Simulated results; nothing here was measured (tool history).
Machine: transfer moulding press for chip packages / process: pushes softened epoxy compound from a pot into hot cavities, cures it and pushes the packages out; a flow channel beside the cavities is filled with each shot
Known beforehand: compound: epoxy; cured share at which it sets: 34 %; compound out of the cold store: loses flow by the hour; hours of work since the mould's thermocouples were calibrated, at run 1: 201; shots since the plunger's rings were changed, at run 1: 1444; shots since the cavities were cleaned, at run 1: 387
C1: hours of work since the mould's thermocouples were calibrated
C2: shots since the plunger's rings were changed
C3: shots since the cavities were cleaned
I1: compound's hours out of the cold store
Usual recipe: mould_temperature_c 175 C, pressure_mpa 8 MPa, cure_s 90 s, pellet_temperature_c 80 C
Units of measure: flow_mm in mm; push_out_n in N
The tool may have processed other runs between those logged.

{"run": 1, "hour": 0.0, "mould_temperature_c": 175, "pressure_mpa": 8, "cure_s": 90, "pellet_temperature_c": 80, "C1": 201, "C2": 1444, "C3": 387, "I1": 27.8, "flow_mm": 507.1, "push_out_n": 400}
{"run": 2, "hour": 12.7, "mould_temperature_c": 175, "pressure_mpa": 8, "cure_s": 90, "pellet_temperature_c": 80, "C1": 207, "C2": 1542, "C3": 485, "I1": 38.4, "flow_mm": 477.9, "push_out_n": 416}
{"run": 3, "hour": 30.1, "mould_temperature_c": 175, "pressure_mpa": 8, "cure_s": 90, "pellet_temperature_c": 80, "C1": 214, "C2": 1675, "C3": 618, "I1": 25.9, "flow_mm": 513.5, "push_out_n": 428}
{"run": 4, "hour": 58.8, "mould_temperature_c": 175, "pressure_mpa": 8, "cure_s": 90, "pellet_temperature_c": 80, "C1": 226, "C2": 1896, "C3": 839, "I1": 33.5, "flow_mm": 489.2, "push_out_n": 425}
{"run": 5, "hour": 74.0, "mould_temperature_c": 175, "pressure_mpa": 8, "cure_s": 90, "pellet_temperature_c": 80, "C1": 233, "C2": 2013, "C3": 956, "I1": 12.3, "flow_mm": 551, "push_out_n": 437}
{"hour": 90.0, "done": "cavities cleaned with cleaning compound and waxed"}
{"run": 6, "hour": 91.3, "mould_temperature_c": 175, "pressure_mpa": 8, "cure_s": 90, "pellet_temperature_c": 80, "C1": 239, "C2": 2134, "C3": 10, "I1": 24.4, "flow_mm": 514.2, "push_out_n": 322}
{"run": 7, "hour": 109.5, "mould_temperature_c": 175, "pressure_mpa": 8, "cure_s": 90, "pellet_temperature_c": 80, "C1": 247, "C2": 2274, "C3": 150, "I1": 11.5, "flow_mm": 552.5, "push_out_n": 361}
{"run": 8, "hour": 137.2, "mould_temperature_c": 175, "pressure_mpa": 8, "cure_s": 90, "pellet_temperature_c": 80, "C1": 259, "C2": 2486, "C3": 362, "I1": 37.1, "flow_mm": 476.8, "push_out_n": 384}
{"run": 9, "hour": 160.4, "mould_temperature_c": 175, "pressure_mpa": 8, "cure_s": 90, "pellet_temperature_c": 79, "C1": 268, "C2": 2664, "C3": 540, "I1": 24.3, "flow_mm": 510.4, "push_out_n": 424}
{"run": 10, "hour": 180.9, "mould_temperature_c": 170, "pressure_mpa": 8, "cure_s": 90, "pellet_temperature_c": 80, "C1": 277, "C2": 2822, "C3": 698, "I1": 12.4, "flow_mm": 561.1, "push_out_n": 565}
{"run": 11, "hour": 203.9, "mould_temperature_c": 170, "pressure_mpa": 8, "cure_s": 90, "pellet_temperature_c": 80, "C1": 287, "C2": 2999, "C3": 875, "I1": 42.7, "flow_mm": 472.4, "push_out_n": 526}
{"hour": 219.9, "done": "plunger's sealing rings changed"}
{"run": 12, "hour": 230.0, "mould_temperature_c": 170, "pressure_mpa": 8, "cure_s": 90, "pellet_temperature_c": 80, "C1": 297, "C2": 78, "C3": 1056, "I1": 17.5, "flow_mm": 562.4, "push_out_n": 564}
{"hour": 234.3, "done": "cavities cleaned with cleaning compound and waxed"}
{"run": 13, "hour": 262.3, "mould_temperature_c": 170, "pressure_mpa": 8, "cure_s": 90, "pellet_temperature_c": 80, "C1": 310, "C2": 314, "C3": 215, "I1": 11.2, "flow_mm": 581.1, "push_out_n": 487}
{"run": 14, "hour": 292.4, "mould_temperature_c": 170, "pressure_mpa": 8, "cure_s": 90, "pellet_temperature_c": 80, "C1": 322, "C2": 546, "C3": 447, "I1": 22.8, "flow_mm": 541.4, "push_out_n": 503}
{"run": 15, "hour": 305.8, "mould_temperature_c": 178, "pressure_mpa": 8, "cure_s": 90, "pellet_temperature_c": 80, "C1": 328, "C2": 649, "C3": 550, "I1": 14.1, "flow_mm": 547.2, "push_out_n": 396}
{"run": 16, "hour": 331.2, "mould_temperature_c": 170, "pressure_mpa": 8.26, "cure_s": 90, "pellet_temperature_c": 80, "C1": 339, "C2": 843, "C3": 744, "I1": 8, "flow_mm": 600.5, "push_out_n": 584}
{"run": 17, "hour": 349.0, "mould_temperature_c": 175, "pressure_mpa": 9.77, "cure_s": 76, "pellet_temperature_c": 87, "C1": 346, "C2": 980, "C3": 881, "I1": 18, "flow_mm": 595.7, "push_out_n": 571}
{"run": 18, "hour": 361.8, "mould_temperature_c": 175, "pressure_mpa": 8, "cure_s": 106, "pellet_temperature_c": 72, "C1": 351, "C2": 1078, "C3": 979, "I1": 40.5, "flow_mm": 475.8, "push_out_n": 396}
{"hour": 375.5, "done": "cavities cleaned with cleaning compound and waxed"}
{"run": 19, "hour": 390.4, "mould_temperature_c": 175, "pressure_mpa": 8, "cure_s": 98, "pellet_temperature_c": 89, "C1": 363, "C2": 1287, "C3": 115, "I1": 37.1, "flow_mm": 482.2, "push_out_n": 313}
{"run": 20, "hour": 403.9, "mould_temperature_c": 175, "pressure_mpa": 8, "cure_s": 98, "pellet_temperature_c": 89, "C1": 369, "C2": 1391, "C3": 219, "I1": 46.4, "flow_mm": 458.7, "push_out_n": 339}
{"run": 21, "hour": 430.5, "mould_temperature_c": 175, "pressure_mpa": 8, "cure_s": 98, "pellet_temperature_c": 89, "C1": 380, "C2": 1595, "C3": 423, "I1": 19, "flow_mm": 532.6, "push_out_n": 382}
{"run": 22, "hour": 451.6, "mould_temperature_c": 175, "pressure_mpa": 8, "cure_s": 98, "pellet_temperature_c": 89, "C1": 389, "C2": 1757, "C3": 585, "I1": 8.9, "flow_mm": 564.5, "push_out_n": 410}
{"run": 23, "hour": 471.6, "mould_temperature_c": 175, "pressure_mpa": 8, "cure_s": 91, "pellet_temperature_c": 75, "C1": 397, "C2": 1910, "C3": 738, "I1": 12.4, "flow_mm": 551.7, "push_out_n": 430}
{"run": 24, "hour": 493.7, "mould_temperature_c": 175, "pressure_mpa": 8, "cure_s": 91, "pellet_temperature_c": 71, "C1": 406, "C2": 2080, "C3": 908, "I1": 46.7, "flow_mm": 454.8, "push_out_n": 437}
{"hour": 516.4, "done": "cavities cleaned with cleaning compound and waxed"}
{"run": 25, "hour": 519.8, "mould_temperature_c": 180, "pressure_mpa": 8.79, "cure_s": 87, "pellet_temperature_c": 80, "C1": 417, "C2": 2269, "C3": 26, "I1": 10.1, "flow_mm": 568.9, "push_out_n": 279}
{"run": 26, "hour": 538.5, "mould_temperature_c": 180, "pressure_mpa": 8.79, "cure_s": 87, "pellet_temperature_c": 80, "C1": 425, "C2": 2413, "C3": 170, "I1": 12.1, "flow_mm": 562.4, "push_out_n": 332}
{"run": 27, "hour": 563.0, "mould_temperature_c": 180, "pressure_mpa": 8.79, "cure_s": 127, "pellet_temperature_c": 72, "C1": 435, "C2": 2601, "C3": 358, "I1": 41.9, "flow_mm": 476, "push_out_n": 343}
{"run": 28, "hour": 586.0, "mould_temperature_c": 175, "pressure_mpa": 8, "cure_s": 82, "pellet_temperature_c": 80, "C1": 445, "C2": 2777, "C3": 534, "I1": 36.4, "flow_mm": 477, "push_out_n": 445}

5 ways to go on from here, each from the tool as it stands after run 28. What would each give?
{"run": "A", "hour": 614.3, "mould_temperature_c": 176, "pressure_mpa": 8, "cure_s": 76, "pellet_temperature_c": 80, "C1": 456, "C2": 2995, "C3": 752, "I1": 40.6, "flow_mm": "?", "push_out_n": "?"}
{"run": "B", "hour": 614.3, "mould_temperature_c": 175, "pressure_mpa": 8, "cure_s": 118, "pellet_temperature_c": 80, "C1": 456, "C2": 2995, "C3": 752, "I1": 34.3, "flow_mm": "?", "push_out_n": "?"}
{"run": "C", "hour": 614.3, "mould_temperature_c": 174, "pressure_mpa": 8, "cure_s": 82, "pellet_temperature_c": 80, "C1": 456, "C2": 2995, "C3": 752, "I1": 47, "flow_mm": "?", "push_out_n": "?"}
{"run": "D", "hour": 614.3, "mould_temperature_c": 169, "pressure_mpa": 8, "cure_s": 90, "pellet_temperature_c": 78, "C1": 456, "C2": 2995, "C3": 752, "I1": 40.8, "flow_mm": "?", "push_out_n": "?"}
{"run": "E", "hour": 614.3, "mould_temperature_c": 181, "pressure_mpa": 8, "cure_s": 73, "pellet_temperature_c": 89, "C1": 456, "C2": 2995, "C3": 752, "I1": 30.2, "flow_mm": "?", "push_out_n": "?"}

run=A flow_mm=462.6 push_out_n=491
run=B flow_mm=483.3 push_out_n=406
run=C flow_mm=451.5 push_out_n=481
run=D flow_mm=479.9 push_out_n=564
run=E flow_mm=479.1 push_out_n=425
Take away the tool's hidden state, keep each run's random variation, and the runs would have read:
run=A flow_mm=476.7 push_out_n=332
run=B flow_mm=498 push_out_n=279
run=C flow_mm=465.2 push_out_n=324
run=D flow_mm=494.3 push_out_n=377
run=E flow_mm=493.8 push_out_n=289

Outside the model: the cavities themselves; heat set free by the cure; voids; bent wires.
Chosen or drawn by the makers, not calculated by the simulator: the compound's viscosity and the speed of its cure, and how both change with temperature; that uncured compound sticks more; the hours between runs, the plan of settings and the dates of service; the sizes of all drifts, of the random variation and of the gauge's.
